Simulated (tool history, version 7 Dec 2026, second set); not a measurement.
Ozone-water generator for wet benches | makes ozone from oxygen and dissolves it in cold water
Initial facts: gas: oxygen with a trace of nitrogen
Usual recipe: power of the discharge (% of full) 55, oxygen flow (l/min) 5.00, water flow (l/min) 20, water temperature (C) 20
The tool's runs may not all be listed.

| run | day | power of the discharge (% of full) | oxygen flow (l/min) | water flow (l/min) | water temperature (C) | dissolved ozone (ppm) | ozone in the gas ahead of the water (g/m3) |
|---|---|---|---|---|---|---|---|
| 1 | 0.000 | 55 | 5.00 | 20 | 20 | 17.2 | 207.7 |
| 2 | 1.262 | 55 | 5.00 | 20 | 20 | 17.4 | 206.6 |
| 3 | 2.362 | 55 | 5.00 | 20 | 20 | 17.2 | 206.0 |
| 4 | 3.608 | 55 | 5.00 | 20 | 20 | 16.8 | 206.0 |
| 5 | 4.183 | 55 | 5.00 | 20 | 20 | 16.9 | 205.9 |
| 6 | 5.196 | 55 | 5.12 | 20 | 20 | 16.9 | 204.1 |
| 7 | 5.850 | 55 | 5.12 | 20 | 20 | 16.8 | 202.1 |
| 8 | 6.917 | 55 | 5.12 | 20 | 20 | 17.0 | 199.7 |
| 9 | 7.896 | 55 | 5.12 | 20 | 20 | 16.9 | 202.9 |
| 10 | 8.933 | 55 | 5.12 | 20 | 20 | 17.0 | 202.3 |
| 11 | 9.550 | 55 | 5.12 | 20 | 20 | 16.9 | 201.2 |
| 12 | 10.158 | 55 | 3.80 | 20 | 20 | 17.4 | 247.1 |
| 13 | 10.783 | 55 | 3.80 | 20 | 20 | 17.5 | 249.4 |
| 14 | 11.433 | 55 | 3.80 | 20 | 20 | 17.7 | 249.2 |
| 15 | 12.458 | 55 | 3.80 | 20 | 28 | 15.7 | 246.9 |
| 16 | 13.475 | 55 | 3.80 | 20 | 28 | 15.7 | 246.7 |
| 17 | 14.571 | 55 | 5.37 | 20 | 20 | 16.7 | 194.4 |
| 18 | 15.817 | 55 | 5.37 | 20 | 20 | 16.8 | 193.8 |
|  | 16.092 | contactor cleaned |
| 19 | 16.625 | 55 | 5.37 | 20 | 20 | 15.7 | 194.5 |
| 20 | 17.850 | 55 | 7.06 | 16 | 26 | 15.3 | 161.4 |
| 21 | 18.871 | 65 | 3.26 | 15 | 15 | 25.7 | 311.5 |
| 22 | 19.867 | 65 | 3.26 | 15 | 15 | 25.6 | 311.9 |
| 23 | 20.883 | 47 | 3.26 | 17 | 15 | 18.0 | 240.3 |
| 24 | 21.467 | 46 | 3.26 | 24 | 15 | 12.8 | 234.6 |
| 25 | 22.250 | 97 | 5.00 | 20 | 20 | 25.3 | 324.6 |
|  | 23.350 | contactor cleaned, once more |
| 26 | 23.442 | 97 | 5.00 | 20 | 20 | 28.5 | 322.6 |
| 27 | 24.617 | 46 | 5.00 | 27 | 20 | 12.2 | 176.6 |
| 28 | 25.825 | 83 | 5.00 | 20 | 27 | 22.7 | 283.4 |
| 29 | 26.575 | 70 | 7.32 | 14 | 26 | 22.5 | 189.0 |
| 30 | 27.500 | 70 | 7.32 | 14 | 26 | 22.6 | 187.9 |
| 31 | 28.571 | 70 | 7.32 | 14 | 26 | 22.2 | 189.1 |

Below, some changes in dissolved ozone (ppm) between adjacent runs. For each, the amount present without the hidden state too (settings, incoming material, random variation) and the amount remaining for the hidden state with gauge scatter not shared by both compared results:
Unlogged tool condition in this case: yield of the discharge, % of new electrodes'; contactor's efficiency, % of a clean one's; true water temperature over the reading, C; drift of the gauge itself on ozone_ppm, %; drift of the gauge itself on gas_g_m3, %.
Run 20 -> 21: power of the discharge (% of full) 55 -> 65, oxygen flow (l/min) 7.06 -> 3.26, water flow (l/min) 16 -> 15, water temperature (C) 26 -> 15. dissolved ozone (ppm) +10.4: hidden state -1.7, all else +12.1.
Run 24 -> 25: power of the discharge (% of full) 46 -> 97, oxygen flow (l/min) 3.26 -> 5.00, water flow (l/min) 24 -> 20, water temperature (C) 15 -> 20. dissolved ozone (ppm) +12.5: hidden state -2.4, all else +14.9.
Run 25 -> 26: contactor cleaned, once more. dissolved ozone (ppm) +3.2: hidden state +3.6, all else -0.4.
Run 26 -> 27: power of the discharge (% of full) 97 -> 46, water flow (l/min) 20 -> 27. dissolved ozone (ppm) -16.3: hidden state +0.7, all else -17.0.
Run 27 -> 28: power of the discharge (% of full) 46 -> 83, water flow (l/min) 27 -> 20, water temperature (C) 20 -> 27. dissolved ozone (ppm) +10.5: hidden state -0.5, all else +11.0.
